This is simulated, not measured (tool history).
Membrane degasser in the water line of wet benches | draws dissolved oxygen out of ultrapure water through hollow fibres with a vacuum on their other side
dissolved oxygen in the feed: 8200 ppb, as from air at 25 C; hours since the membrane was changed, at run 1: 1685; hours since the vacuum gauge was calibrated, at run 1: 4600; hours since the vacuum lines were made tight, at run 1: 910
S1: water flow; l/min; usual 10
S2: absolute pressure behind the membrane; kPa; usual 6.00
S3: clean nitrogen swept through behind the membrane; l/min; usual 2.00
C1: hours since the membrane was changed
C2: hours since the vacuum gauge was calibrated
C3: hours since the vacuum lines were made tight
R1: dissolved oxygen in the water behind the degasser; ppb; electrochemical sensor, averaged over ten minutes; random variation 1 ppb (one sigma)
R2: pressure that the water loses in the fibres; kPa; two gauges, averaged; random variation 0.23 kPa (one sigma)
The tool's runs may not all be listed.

run 1 day=0.000 | S1=10 S2=6.00 S3=2.00 | C1=1685 C2=4600 C3=910 | R1=95.9 R2=56.64
run 2 day=12.754 | S1=10 S2=6.00 S3=2.00 | C1=1991 C2=4906 C3=1216 | R1=97.5 R2=56.60
-- day=20.154 vacuum gauge calibrated
run 3 day=26.617 | S1=10 S2=11.16 S3=2.00 | C1=2324 C2=155 C3=1548 | R1=154.3 R2=56.77
run 4 day=36.954 | S1=10 S2=11.16 S3=2.00 | C1=2572 C2=403 C3=1796 | R1=157.4 R2=56.90
run 5 day=44.038 | S1=10 S2=11.16 S3=4.39 | C1=2742 C2=573 C3=1966 | R1=107.0 R2=56.75
run 6 day=50.108 | S1=10 S2=11.16 S3=4.39 | C1=2887 C2=719 C3=2112 | R1=105.7 R2=56.85
run 7 day=60.929 | S1=10 S2=11.16 S3=4.39 | C1=3147 C2=979 C3=2371 | R1=106.2 R2=56.88
run 8 day=70.867 | S1=10 S2=11.16 S3=4.39 | C1=3386 C2=1217 C3=2610 | R1=107.9 R2=56.70
run 9 day=83.804 | S1=10 S2=11.16 S3=4.39 | C1=3696 C2=1528 C3=2920 | R1=105.8 R2=56.84
run 10 day=95.808 | S1=10 S2=11.16 S3=4.39 | C1=3984 C2=1816 C3=3208 | R1=109.4 R2=56.57
run 11 day=107.183 | S1=10 S2=6.00 S3=2.00 | C1=4257 C2=2089 C3=3481 | R1=92.9 R2=56.59
run 12 day=113.500 | S1=10 S2=6.00 S3=2.00 | C1=4409 C2=2240 C3=3633 | R1=94.3 R2=56.61
run 13 day=122.458 | S1=10 S2=6.00 S3=2.00 | C1=4624 C2=2455 C3=3848 | R1=94.7 R2=56.93
run 14 day=130.258 | S1=10 S2=13.23 S3=2.00 | C1=4811 C2=2642 C3=4035 | R1=183.5 R2=56.58
run 15 day=144.546 | S1=10 S2=13.23 S3=2.00 | C1=5154 C2=2985 C3=4378 | R1=181.3 R2=56.82
run 16 day=153.225 | S1=10 S2=6.00 S3=3.58 | C1=5362 C2=3194 C3=4586 | R1=81.8 R2=56.47
run 17 day=162.721 | S1=10 S2=6.67 S3=4.21 | C1=5590 C2=3422 C3=4814 | R1=83.3 R2=57.05
run 18 day=174.788 | S1=7 S2=9.45 S3=4.21 | C1=5880 C2=3711 C3=5104 | R1=46.8 R2=39.42
run 19 day=187.917 | S1=7 S2=9.45 S3=4.21 | C1=6195 C2=4026 C3=5419 | R1=48.4 R2=39.56
run 20 day=196.979 | S1=7 S2=9.45 S3=4.21 | C1=6412 C2=4244 C3=5637 | R1=48.2 R2=39.75
run 21 day=206.558 | S1=10 S2=5.42 S3=1.81 | C1=6642 C2=4474 C3=5866 | R1=92.6 R2=56.51
run 22 day=213.129 | S1=14 S2=8.83 S3=3.95 | C1=6800 C2=4631 C3=6024 | R1=189.7 R2=79.62
run 23 day=222.179 | S1=10 S2=6.00 S3=1.20 | C1=7017 C2=4849 C3=6241 | R1=116.8 R2=56.55
run 24 day=230.938 | S1=10 S2=4.02 S3=2.00 | C1=7227 C2=5059 C3=6452 | R1=70.8 R2=56.46
-- day=232.717 vacuum gauge calibrated
-- day=243.912 seals of the vacuum lines changed
run 25 day=244.821 | S1=10 S2=4.02 S3=2.00 | C1=7558 C2=288 C3=22 | R1=72.4 R2=56.74
run 26 day=253.146 | S1=10 S2=4.02 S3=2.00 | C1=7758 C2=488 C3=222 | R1=71.2 R2=57.35
run 27 day=260.533 | S1=10 S2=4.02 S3=2.00 | C1=7935 C2=666 C3=399 | R1=71.5 R2=56.51
run 28 day=273.608 | S1=6 S2=3.68 S3=2.00 | C1=8249 C2=979 C3=713 | R1=17.6 R2=34.06
run 29 day=280.692 | S1=6 S2=3.68 S3=2.00 | C1=8419 C2=1149 C3=883 | R1=17.3 R2=34.09
run 30 day=287.154 | S1=15 S2=12.75 S3=2.00 | C1=8574 C2=1305 C3=1038 | R1=322.7 R2=84.96
run 31 day=298.796 | S1=8 S2=12.75 S3=0.81 | C1=8853 C2=1584 C3=1317 | R1=248.7 R2=45.30
run 32 day=311.988 | S1=8 S2=12.75 S3=0.81 | C1=9170 C2=1900 C3=1634 | R1=254.5 R2=45.32

Hidden state at the last listed run before each entry between runs and at the first one after, where it differs:
Between runs 2 and 3: vacuum gauge calibrated (day 20.154)
  no hidden state differs between the two runs
Between runs 24 and 25: vacuum gauge calibrated (day 232.717); seals of the vacuum lines changed (day 243.912)
  air that leaks in behind the membrane, l/min: 0.0022 -> 0.002
